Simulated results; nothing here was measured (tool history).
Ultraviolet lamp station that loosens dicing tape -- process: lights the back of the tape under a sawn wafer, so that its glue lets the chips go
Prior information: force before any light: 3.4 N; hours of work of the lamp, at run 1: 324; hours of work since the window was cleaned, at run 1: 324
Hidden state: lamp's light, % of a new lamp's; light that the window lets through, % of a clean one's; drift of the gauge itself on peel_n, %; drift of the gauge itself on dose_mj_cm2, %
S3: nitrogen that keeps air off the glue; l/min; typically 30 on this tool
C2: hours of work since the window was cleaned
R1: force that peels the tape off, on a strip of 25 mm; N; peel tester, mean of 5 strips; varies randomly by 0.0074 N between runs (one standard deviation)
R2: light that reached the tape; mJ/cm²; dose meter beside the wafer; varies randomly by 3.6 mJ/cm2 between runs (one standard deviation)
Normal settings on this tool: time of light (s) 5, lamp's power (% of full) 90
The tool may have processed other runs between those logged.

{"run": 1, "day": 0.0, "time of light (s)": 5, "lamp's power (% of full)": 90, "S3": 30, "hours of work of the lamp": 324, "C2": 324, "R1": 0.28, "R2": 594}
{"run": 2, "day": 1.875, "time of light (s)": 5, "lamp's power (% of full)": 90, "S3": 30, "hours of work of the lamp": 352, "C2": 352, "R1": 0.279, "R2": 597}
{"day": 2.504, "done": "window cleaned of glue's vapour"}
{"run": 3, "day": 4.767, "time of light (s)": 7, "lamp's power (% of full)": 90, "S3": 30, "hours of work of the lamp": 395, "C2": 33, "R1": 0.163, "R2": 839}
{"run": 4, "day": 7.012, "time of light (s)": 7, "lamp's power (% of full)": 90, "S3": 30, "hours of work of the lamp": 428, "C2": 67, "R1": 0.151, "R2": 836}
{"run": 5, "day": 8.954, "time of light (s)": 7, "lamp's power (% of full)": 90, "S3": 30, "hours of work of the lamp": 457, "C2": 95, "R1": 0.169, "R2": 845}
{"run": 6, "day": 12.029, "time of light (s)": 7, "lamp's power (% of full)": 90, "S3": 30, "hours of work of the lamp": 502, "C2": 141, "R1": 0.159, "R2": 839}
{"run": 7, "day": 13.946, "time of light (s)": 7, "lamp's power (% of full)": 90, "S3": 30, "hours of work of the lamp": 530, "C2": 169, "R1": 0.163, "R2": 845}
{"run": 8, "day": 17.512, "time of light (s)": 7, "lamp's power (% of full)": 90, "S3": 30, "hours of work of the lamp": 583, "C2": 222, "R1": 0.151, "R2": 849}
{"run": 9, "day": 20.85, "time of light (s)": 7, "lamp's power (% of full)": 90, "S3": 30, "hours of work of the lamp": 633, "C2": 271, "R1": 0.157, "R2": 830}
{"run": 10, "day": 23.433, "time of light (s)": 7, "lamp's power (% of full)": 90, "S3": 30, "hours of work of the lamp": 671, "C2": 310, "R1": 0.172, "R2": 845}
{"day": 26.917, "done": "window cleaned of glue's vapour"}
{"run": 11, "day": 27.029, "time of light (s)": 5, "lamp's power (% of full)": 90, "S3": 30, "hours of work of the lamp": 724, "C2": 2, "R1": 0.247, "R2": 600}
{"run": 12, "day": 29.125, "time of light (s)": 5, "lamp's power (% of full)": 90, "S3": 30, "hours of work of the lamp": 755, "C2": 33, "R1": 0.268, "R2": 599}
{"run": 13, "day": 31.446, "time of light (s)": 5, "lamp's power (% of full)": 90, "S3": 30, "hours of work of the lamp": 789, "C2": 67, "R1": 0.28, "R2": 595}
{"run": 14, "day": 34.367, "time of light (s)": 5, "lamp's power (% of full)": 79, "S3": 30, "hours of work of the lamp": 832, "C2": 110, "R1": 0.349, "R2": 526}
{"run": 15, "day": 36.575, "time of light (s)": 5, "lamp's power (% of full)": 79, "S3": 30, "hours of work of the lamp": 865, "C2": 143, "R1": 0.338, "R2": 527}
{"run": 16, "day": 38.292, "time of light (s)": 5, "lamp's power (% of full)": 79, "S3": 30, "hours of work of the lamp": 890, "C2": 168, "R1": 0.359, "R2": 525}
{"run": 17, "day": 41.7, "time of light (s)": 5, "lamp's power (% of full)": 90, "S3": 30, "hours of work of the lamp": 941, "C2": 219, "R1": 0.282, "R2": 605}
{"run": 18, "day": 44.842, "time of light (s)": 8, "lamp's power (% of full)": 77, "S3": 30, "hours of work of the lamp": 987, "C2": 265, "R1": 0.161, "R2": 812}
{"run": 19, "day": 47.192, "time of light (s)": 3, "lamp's power (% of full)": 90, "S3": 52, "hours of work of the lamp": 1022, "C2": 300, "R1": 0.518, "R2": 359}
{"run": 20, "day": 50.85, "time of light (s)": 3, "lamp's power (% of full)": 90, "S3": 52, "hours of work of the lamp": 1076, "C2": 354, "R1": 0.517, "R2": 360}
{"day": 51.383, "done": "window cleaned of glue's vapour"}
{"run": 21, "day": 52.808, "time of light (s)": 8, "lamp's power (% of full)": 90, "S3": 30, "hours of work of the lamp": 1105, "C2": 21, "R1": 0.148, "R2": 955}
{"run": 22, "day": 55.742, "time of light (s)": 8, "lamp's power (% of full)": 90, "S3": 30, "hours of work of the lamp": 1148, "C2": 64, "R1": 0.133, "R2": 964}
{"run": 23, "day": 57.283, "time of light (s)": 8, "lamp's power (% of full)": 90, "S3": 30, "hours of work of the lamp": 1171, "C2": 87, "R1": 0.139, "R2": 961}
{"run": 24, "day": 60.708, "time of light (s)": 2, "lamp's power (% of full)": 97, "S3": 11, "hours of work of the lamp": 1221, "C2": 138, "R1": 1.452, "R2": 253}
{"run": 25, "day": 64.367, "time of light (s)": 2, "lamp's power (% of full)": 97, "S3": 11, "hours of work of the lamp": 1276, "C2": 192, "R1": 1.436, "R2": 255}
{"run": 26, "day": 67.254, "time of light (s)": 5, "lamp's power (% of full)": 90, "S3": 24, "hours of work of the lamp": 1318, "C2": 235, "R1": 0.3, "R2": 594}
{"run": 27, "day": 70.7, "time of light (s)": 5, "lamp's power (% of full)": 90, "S3": 24, "hours of work of the lamp": 1369, "C2": 286, "R1": 0.3, "R2": 590}
{"run": 28, "day": 74.329, "time of light (s)": 5, "lamp's power (% of full)": 90, "S3": 24, "hours of work of the lamp": 1423, "C2": 339, "R1": 0.302, "R2": 590}
{"day": 75.642, "done": "window cleaned of glue's vapour"}
{"day": 75.996, "done": "lamp changed"}
{"run": 29, "day": 76.454, "time of light (s)": 7, "lamp's power (% of full)": 61, "S3": 13, "hours of work of the lamp": 7, "C2": 11, "R1": 0.479, "R2": 563}
{"run": 30, "day": 79.629, "time of light (s)": 4, "lamp's power (% of full)": 60, "S3": 10, "hours of work of the lamp": 54, "C2": 58, "R1": 1.272, "R2": 321}
{"run": 31, "day": 83.038, "time of light (s)": 3, "lamp's power (% of full)": 90, "S3": 30, "hours of work of the lamp": 104, "C2": 109, "R1": 0.639, "R2": 362}
{"run": 32, "day": 84.758, "time of light (s)": 9, "lamp's power (% of full)": 89, "S3": 26, "hours of work of the lamp": 130, "C2": 134, "R1": 0.139, "R2": 1066}
{"run": 33, "day": 87.329, "time of light (s)": 5, "lamp's power (% of full)": 76, "S3": 20, "hours of work of the lamp": 168, "C2": 172, "R1": 0.464, "R2": 502}
{"run": 34, "day": 90.512, "time of light (s)": 5, "lamp's power (% of full)": 71, "S3": 30, "hours of work of the lamp": 215, "C2": 219, "R1": 0.425, "R2": 471}

Had the tool no unlogged condition, and each run kept its random variation, what would the results have been?
run=1 R2=595
run=2 R2=599
run=3 R2=840
run=4 R2=837
run=5 R2=846
run=6 R2=840
run=7 R2=847
run=8 R2=851
run=9 R2=832
run=10 R2=847
run=11 R2=601
run=12 R2=601
run=13 R2=597
run=14 R2=528
run=15 R2=529
run=16 R2=526
run=17 R2=607
run=18 R2=815
run=19 R2=360
run=20 R2=362
run=21 R2=958
run=22 R2=967
run=23 R2=965
run=24 R2=254
run=25 R2=255
run=26 R2=596
run=27 R2=592
run=28 R2=592
run=29 R2=563
run=30 R2=322
run=31 R2=362
run=32 R2=1066
run=33 R2=503
run=34 R2=471
R1 without the hidden state stays within 0.005 N of what was measured, in all runs.
